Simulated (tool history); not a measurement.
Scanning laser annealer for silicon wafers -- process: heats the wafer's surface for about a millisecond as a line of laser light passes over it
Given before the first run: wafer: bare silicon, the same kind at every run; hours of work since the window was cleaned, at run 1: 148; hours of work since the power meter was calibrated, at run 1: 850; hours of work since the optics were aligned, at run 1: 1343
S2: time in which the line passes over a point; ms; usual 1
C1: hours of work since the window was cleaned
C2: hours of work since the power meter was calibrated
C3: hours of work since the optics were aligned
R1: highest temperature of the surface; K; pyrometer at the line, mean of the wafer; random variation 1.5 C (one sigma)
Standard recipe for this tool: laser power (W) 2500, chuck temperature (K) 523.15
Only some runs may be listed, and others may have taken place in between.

{"run": 1, "hour": 0.0, "laser power (W)": 2500, "S2": 1, "chuck temperature (K)": 523.15, "C1": 148, "C2": 850, "C3": 1343, "R1": 1239.15}
{"run": 2, "hour": 24.6, "laser power (W)": 2500, "S2": 1, "chuck temperature (K)": 544.15, "C1": 167, "C2": 869, "C3": 1362, "R1": 1265.15}
{"run": 3, "hour": 63.9, "laser power (W)": 2500, "S2": 1, "chuck temperature (K)": 544.15, "C1": 198, "C2": 899, "C3": 1393, "R1": 1260.15}
{"run": 4, "hour": 82.5, "laser power (W)": 2500, "S2": 1, "chuck temperature (K)": 544.15, "C1": 212, "C2": 914, "C3": 1407, "R1": 1261.15}
{"run": 5, "hour": 116.5, "laser power (W)": 2500, "S2": 1, "chuck temperature (K)": 544.15, "C1": 239, "C2": 940, "C3": 1434, "R1": 1259.15}
{"run": 6, "hour": 155.6, "laser power (W)": 2500, "S2": 1, "chuck temperature (K)": 523.15, "C1": 269, "C2": 970, "C3": 1464, "R1": 1240.15}
{"run": 7, "hour": 187.2, "laser power (W)": 2500, "S2": 1, "chuck temperature (K)": 523.15, "C1": 293, "C2": 995, "C3": 1489, "R1": 1237.15}
{"run": 8, "hour": 226.4, "laser power (W)": 2500, "S2": 1, "chuck temperature (K)": 555.15, "C1": 324, "C2": 1025, "C3": 1519, "R1": 1271.15}
{"run": 9, "hour": 266.7, "laser power (W)": 2500, "S2": 1, "chuck temperature (K)": 555.15, "C1": 355, "C2": 1056, "C3": 1550, "R1": 1267.15}
{"run": 10, "hour": 296.0, "laser power (W)": 2500, "S2": 1, "chuck temperature (K)": 555.15, "C1": 378, "C2": 1079, "C3": 1573, "R1": 1269.15}
{"run": 11, "hour": 331.5, "laser power (W)": 2500, "S2": 1.1, "chuck temperature (K)": 523.15, "C1": 405, "C2": 1107, "C3": 1600, "R1": 1266.15}
{"run": 12, "hour": 359.0, "laser power (W)": 2500, "S2": 0.84, "chuck temperature (K)": 523.15, "C1": 427, "C2": 1128, "C3": 1622, "R1": 1179.15}
{"run": 13, "hour": 394.4, "laser power (W)": 2684, "S2": 0.84, "chuck temperature (K)": 523.15, "C1": 454, "C2": 1155, "C3": 1649, "R1": 1226.15}
{"run": 14, "hour": 417.3, "laser power (W)": 2684, "S2": 0.84, "chuck temperature (K)": 523.15, "C1": 472, "C2": 1173, "C3": 1667, "R1": 1225.15}
{"run": 15, "hour": 437.0, "laser power (W)": 2526, "S2": 1, "chuck temperature (K)": 523.15, "C1": 487, "C2": 1188, "C3": 1682, "R1": 1241.15}
{"run": 16, "hour": 476.9, "laser power (W)": 2526, "S2": 1, "chuck temperature (K)": 555.15, "C1": 518, "C2": 1219, "C3": 1713, "R1": 1272.15}
{"run": 17, "hour": 511.8, "laser power (W)": 2526, "S2": 1, "chuck temperature (K)": 555.15, "C1": 545, "C2": 1246, "C3": 1740, "R1": 1270.15}
{"run": 18, "hour": 530.0, "laser power (W)": 2526, "S2": 1, "chuck temperature (K)": 555.15, "C1": 559, "C2": 1261, "C3": 1754, "R1": 1271.15}
{"run": 19, "hour": 572.0, "laser power (W)": 2174, "S2": 1, "chuck temperature (K)": 523.15, "C1": 592, "C2": 1293, "C3": 1787, "R1": 1142.15}
{"run": 20, "hour": 609.6, "laser power (W)": 2174, "S2": 0.8, "chuck temperature (K)": 523.15, "C1": 621, "C2": 1322, "C3": 1816, "R1": 1080.15}
{"hour": 627.1, "done": "optics aligned, line set to its width"}
{"run": 21, "hour": 649.2, "laser power (W)": 2500, "S2": 1, "chuck temperature (K)": 523.15, "C1": 648, "C2": 1349, "C3": 17, "R1": 1242.15}
{"run": 22, "hour": 670.4, "laser power (W)": 2734, "S2": 0.83, "chuck temperature (K)": 542.15, "C1": 664, "C2": 1365, "C3": 34, "R1": 1259.15}
{"run": 23, "hour": 698.0, "laser power (W)": 2734, "S2": 0.83, "chuck temperature (K)": 542.15, "C1": 685, "C2": 1387, "C3": 55, "R1": 1260.15}
{"run": 24, "hour": 725.5, "laser power (W)": 2734, "S2": 0.83, "chuck temperature (K)": 542.15, "C1": 707, "C2": 1408, "C3": 76, "R1": 1256.15}
{"run": 25, "hour": 750.3, "laser power (W)": 2507, "S2": 1.1, "chuck temperature (K)": 512.15, "C1": 726, "C2": 1427, "C3": 96, "R1": 1259.15}
{"run": 26, "hour": 779.9, "laser power (W)": 2507, "S2": 1.1, "chuck temperature (K)": 512.15, "C1": 749, "C2": 1450, "C3": 118, "R1": 1263.15}
{"run": 27, "hour": 821.3, "laser power (W)": 2133, "S2": 1.1, "chuck temperature (K)": 484.15, "C1": 781, "C2": 1482, "C3": 151, "R1": 1123.15}
{"run": 28, "hour": 849.5, "laser power (W)": 2524, "S2": 0.8, "chuck temperature (K)": 539.15, "C1": 803, "C2": 1504, "C3": 172, "R1": 1192.15}
{"hour": 861.8, "done": "window over the wafer cleaned"}
{"run": 29, "hour": 874.0, "laser power (W)": 2524, "S2": 0.8, "chuck temperature (K)": 539.15, "C1": 10, "C2": 1522, "C3": 190, "R1": 1208.15}
{"run": 30, "hour": 903.7, "laser power (W)": 2524, "S2": 0.7, "chuck temperature (K)": 539.15, "C1": 33, "C2": 1545, "C3": 213, "R1": 1167.15}
{"run": 31, "hour": 932.9, "laser power (W)": 2505, "S2": 1.22, "chuck temperature (K)": 513.15, "C1": 55, "C2": 1567, "C3": 236, "R1": 1317.15}
{"run": 32, "hour": 963.3, "laser power (W)": 2505, "S2": 1.22, "chuck temperature (K)": 513.15, "C1": 79, "C2": 1591, "C3": 259, "R1": 1318.15}
{"run": 33, "hour": 984.2, "laser power (W)": 2505, "S2": 1.02, "chuck temperature (K)": 547.15, "C1": 95, "C2": 1607, "C3": 275, "R1": 1285.15}
{"run": 34, "hour": 1017.2, "laser power (W)": 2500, "S2": 0.84, "chuck temperature (K)": 523.15, "C1": 120, "C2": 1633, "C3": 301, "R1": 1197.15}
{"run": 35, "hour": 1040.8, "laser power (W)": 2247, "S2": 0.73, "chuck temperature (K)": 523.15, "C1": 139, "C2": 1651, "C3": 319, "R1": 1094.15}
{"run": 36, "hour": 1072.5, "laser power (W)": 2519, "S2": 0.98, "chuck temperature (K)": 537.15, "C1": 163, "C2": 1676, "C3": 344, "R1": 1264.15}
{"run": 37, "hour": 1104.8, "laser power (W)": 2500, "S2": 1.06, "chuck temperature (K)": 505.15, "C1": 188, "C2": 1701, "C3": 369, "R1": 1251.15}
{"run": 38, "hour": 1122.7, "laser power (W)": 2500, "S2": 1.06, "chuck temperature (K)": 505.15, "C1": 202, "C2": 1715, "C3": 383, "R1": 1254.15}
{"run": 39, "hour": 1163.7, "laser power (W)": 2414, "S2": 0.8, "chuck temperature (K)": 557.15, "C1": 234, "C2": 1746, "C3": 415, "R1": 1191.15}
{"run": 40, "hour": 1205.1, "laser power (W)": 2548, "S2": 1, "chuck temperature (K)": 523.15, "C1": 266, "C2": 1778, "C3": 447, "R1": 1262.15}
{"run": 41, "hour": 1237.8, "laser power (W)": 2208, "S2": 1, "chuck temperature (K)": 507.15, "C1": 291, "C2": 1804, "C3": 472, "R1": 1150.15}
{"run": 42, "hour": 1271.5, "laser power (W)": 2407, "S2": 1, "chuck temperature (K)": 493.15, "C1": 318, "C2": 1830, "C3": 498, "R1": 1192.15}

Some steps in R1 between neighbouring runs. How much of each would the tool show without its hidden state too (settings, what came in, random variation), and how much is left for the hidden state, with any gauge scatter that isn't in both results?
Hidden state at play: light that passes the window, % of a clean one's; laser's true power over the reading, %; width of the line over the set one, %; drift of the gauge itself on peak_c, C.
Run 8 -> 9: no setting touched and nothing written in the log between the runs. R1 -4 K: hidden state -2, all else -2.
Run 20 -> 21: laser power (W) 2174 -> 2500, S2 0.8 -> 1, optics aligned, line set to its width. R1 +162 K: hidden state +8, all else +154.
Run 28 -> 29: window over the wafer cleaned. R1 +16 K: hidden state +17, all else -1.
Run 30 -> 31: laser power (W) 2524 -> 2505, S2 0.7 -> 1.22, chuck temperature (K) 539.15 -> 513.15. R1 +150 K: hidden state -1, all else +151.
Run 35 -> 36: laser power (W) 2247 -> 2519, S2 0.73 -> 0.98, chuck temperature (K) 523.15 -> 537.15. R1 +170 K: hidden state -2, all else +172.
